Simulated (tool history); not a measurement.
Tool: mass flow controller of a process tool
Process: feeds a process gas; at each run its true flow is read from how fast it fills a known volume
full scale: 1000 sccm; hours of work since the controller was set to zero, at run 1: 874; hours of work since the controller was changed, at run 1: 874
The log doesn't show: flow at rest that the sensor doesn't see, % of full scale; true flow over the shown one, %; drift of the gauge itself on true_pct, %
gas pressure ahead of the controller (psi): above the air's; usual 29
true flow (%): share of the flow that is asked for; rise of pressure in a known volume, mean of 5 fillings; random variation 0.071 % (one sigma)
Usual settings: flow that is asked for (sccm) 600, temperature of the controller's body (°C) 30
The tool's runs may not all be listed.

| run | hour | flow that is asked for (sccm) | gas pressure ahead of the controller (psi) | temperature of the controller's body (°C) | hours of work since the controller was set to zero | hours of work since the controller was changed | true flow (%) |
|---|---|---|---|---|---|---|---|
| 1 | 0 | 600 | 29 | 30 | 874 | 874 | 99.77 |
| 2 | 71.4 | 600 | 29 | 30 | 912 | 912 | 99.67 |
| 3 | 115.3 | 600 | 29 | 30 | 935 | 935 | 99.54 |
| 4 | 181.7 | 600 | 33.2 | 30 | 970 | 970 | 99.35 |
| 5 | 230.9 | 600 | 33.2 | 30 | 996 | 996 | 99.49 |
| 6 | 264.3 | 600 | 33.2 | 35 | 1013 | 1013 | 99.94 |
| 7 | 339 | 600 | 33.2 | 35 | 1053 | 1053 | 99.86 |
| 8 | 402.3 | 600 | 33.2 | 35 | 1086 | 1086 | 99.71 |
| 9 | 460.3 | 600 | 33.2 | 35 | 1117 | 1117 | 99.87 |
| 10 | 535.7 | 600 | 33.2 | 35 | 1157 | 1157 | 99.8 |
| 11 | 571.2 | 600 | 33.2 | 35 | 1176 | 1176 | 99.75 |
| 12 | 630.2 | 600 | 29 | 30 | 1207 | 1207 | 99.47 |
| 13 | 673.4 | 600 | 29 | 21 | 1230 | 1230 | 98.93 |
| 14 | 723.1 | 600 | 29 | 21 | 1256 | 1256 | 98.9 |
| 15 | 760 | 600 | 29 | 21 | 1275 | 1275 | 98.92 |
| 16 | 814.4 | 600 | 29 | 21 | 1304 | 1304 | 98.94 |
| 17 | 854.1 | 600 | 29 | 21 | 1325 | 1325 | 98.94 |
| 18 | 919.5 | 600 | 29 | 21 | 1359 | 1359 | 98.85 |
| 19 | 960.1 | 600 | 29 | 30 | 1381 | 1381 | 99.58 |
| 20 | 1000.3 | 600 | 29 | 30 | 1402 | 1402 | 99.44 |
| 21 | 1052.9 | 600 | 29 | 30 | 1430 | 1430 | 99.54 |
| 22 | 1109.7 | 600 | 29 | 30 | 1460 | 1460 | 99.51 |
| 23 | 1180.4 | 297 | 29 | 30 | 1497 | 1497 | 98.56 |
| 24 | 1242.6 | 297 | 29 | 30 | 1530 | 1530 | 98.59 |
| 25 | 1275.8 | 297 | 29 | 30 | 1548 | 1548 | 98.63 |
| 26 | 1319.6 | 297 | 29 | 27 | 1571 | 1571 | 98.33 |
| 27 | 1356.3 | 163 | 34.4 | 33 | 1590 | 1590 | 97.51 |
| 28 | 1413.8 | 163 | 26.8 | 23 | 1620 | 1620 | 97.13 |
| 29 | 1467.4 | 163 | 26.8 | 23 | 1649 | 1649 | 97.22 |
| 30 | 1523.9 | 473 | 20.9 | 23 | 1679 | 1679 | 98.97 |
| 31 | 1590.6 | 473 | 20.9 | 23 | 1714 | 1714 | 98.92 |
| 32 | 1662.5 | 385 | 20.9 | 33 | 1752 | 1752 | 99.33 |
| 33 | 1707.1 | 311 | 20.9 | 34 | 1775 | 1775 | 99.03 |
| 34 | 1777.3 | 366 | 29 | 30 | 1812 | 1812 | 98.77 |
| 35 | 1853.8 | 121 | 24.8 | 26 | 1853 | 1853 | 96.38 |
| 36 | 1915.1 | 157 | 23.1 | 35 | 1885 | 1885 | 97.86 |
| 37 | 1949.8 | 945 | 27.6 | 30 | 1903 | 1903 | 99.92 |

Run 38 comes next. What will it give?
| 38 | 2013.1 | 945 | 27.6 | 30 | 1937 | 1937 | ? |

{"run 38": {"true flow (%)": 100.02}}
Without the tool's hidden state the same run would have given true flow (%) 100.4.

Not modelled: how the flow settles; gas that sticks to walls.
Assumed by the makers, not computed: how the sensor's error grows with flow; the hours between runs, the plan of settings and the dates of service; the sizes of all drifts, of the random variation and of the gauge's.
